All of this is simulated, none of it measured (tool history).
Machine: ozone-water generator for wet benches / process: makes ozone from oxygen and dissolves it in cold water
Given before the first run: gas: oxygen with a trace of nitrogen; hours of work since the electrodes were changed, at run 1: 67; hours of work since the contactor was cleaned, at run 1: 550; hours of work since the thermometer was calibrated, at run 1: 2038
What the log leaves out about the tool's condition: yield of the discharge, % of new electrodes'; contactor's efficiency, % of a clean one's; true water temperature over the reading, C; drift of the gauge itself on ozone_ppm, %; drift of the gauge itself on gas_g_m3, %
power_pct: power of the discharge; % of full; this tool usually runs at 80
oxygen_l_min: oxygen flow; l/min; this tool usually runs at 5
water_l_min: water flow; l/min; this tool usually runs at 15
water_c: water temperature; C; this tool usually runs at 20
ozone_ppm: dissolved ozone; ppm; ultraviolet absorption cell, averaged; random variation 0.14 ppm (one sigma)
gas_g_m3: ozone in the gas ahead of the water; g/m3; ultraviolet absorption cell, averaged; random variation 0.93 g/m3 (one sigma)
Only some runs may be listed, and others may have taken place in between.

run   hour  power_pct  oxygen_l_min  water_l_min  water_c  hours of work since the electrodes were changed  hours of work since the contactor was cleaned  hours of work since the thermometer was calibrated  ozone_ppm  gas_g_m3
  1      0         80             5           15       20                                               67                                            550                                                2038       16.7       158
  2   18.9         80             5           15       13                                               82                                            565                                                2053       18.7     157.9
  3   44.8         80             5           15       13                                              102                                            586                                                2073       18.3     156.4
  4   72.5         80             5           15       13                                              124                                            608                                                2095       18.6     156.1
  5   84.7         80             5           15       13                                              134                                            618                                                2105       18.4     156.4
  6  100.9         80             5           15       20                                              147                                            630                                                2118       16.6     155.6
  7    117         80             5           15       20                                              160                                            643                                                2130       16.4     157.7
  8  131.4         80             5           15       20                                              171                                            655                                                2142       16.5     156.7
  9  156.6         80             5           15       20                                              191                                            675                                                2162       16.8     155.4
 10    170         80             5           15       20                                              202                                            685                                                2172       16.4     156.1
 11  199.7         80             5           15       20                                              225                                            709                                                2196       16.2     157.6
 12  225.1         80             5           15       20                                              245                                            729                                                2216       16.5     155.1
 13    254         80             5           15       20                                              268                                            752                                                2239       16.4     156.5
 14  277.8         80          4.47           15       20                                              287                                            771                                                2258       16.3       163
 15  292.3         76             5           15       20                                              299                                            782                                                2269       15.5     149.5
 16  307.7         76             5           15       20                                              311                                            794                                                2282         16     149.9
 17  333.5         76             5           15       20                                              331                                            815                                                2302         16     150.4
 18  356.5         92          2.91           15       12                                              349                                            833                                                2320       18.2     212.7
 19  372.5         92          2.91           15       12                                              362                                            846                                                2333       18.1     209.8
 20  400.8         51          3.94           15       12                                              385                                            868                                                2355       12.7     118.4
 21  424.1         69          6.19           18       19                                              403                                            887                                                2374       13.3     128.3
 22  443.9         99          5.13           15       24                                              419                                            902                                                2390       17.7     178.9
 23  470.7         80          5.57           22       13                                              440                                            924                                                2411       13.3     149.2
 24  489.6         80             5           10       20                                              455                                            939                                                2426       21.4     156.7
 25  519.1         56             5           24       17                                              478                                            962                                                2449        8.6     116.9
 26  548.7         56             5           15       14                                              502                                            985                                                2473       13.6     118.7
 27  569.4         56             5           15       14                                              518                                           1002                                                2489       13.6       117
 28  599.9         56             5           12       14                                              542                                           1026                                                2513       16.4     116.7
 29  625.7         56          8.43           10       23                                              563                                           1047                                                2534       14.8      96.9
 30  642.5         56          8.43           10       23                                              576                                           1060                                                2547       14.9      96.9
 31    667         80             5           15       13                                              596                                           1079                                                2566       17.9     153.7
 32    697         80           5.1           21       13                                              619                                           1103                                                2590       13.5     152.2
 33  714.5         80           5.1           21       13                                              633                                           1117                                                2604       13.4     151.7

Each row is a separate what-if for the run after 33, all from the same tool condition, not one after another. Results?
  A   733         46           5.1           11       13                                              648                                           1132                                                2619          ?         ?
  B   733         80           8.5           15       28                                              648                                           1132                                                2619          ?         ?
  C   733         52           5.1           21       13                                              648                                           1132                                                2619          ?         ?

run  ozone_ppm  gas_g_m3
  A       15.1     100.2
  B       13.9     126.1
  C        9.7     109.9
With the hidden condition removed and each run's random variation left untouched, the same runs would have given:
run  ozone_ppm  gas_g_m3
  A       15.6     101.3
  B       14.5     128.5
  C         10     111.4

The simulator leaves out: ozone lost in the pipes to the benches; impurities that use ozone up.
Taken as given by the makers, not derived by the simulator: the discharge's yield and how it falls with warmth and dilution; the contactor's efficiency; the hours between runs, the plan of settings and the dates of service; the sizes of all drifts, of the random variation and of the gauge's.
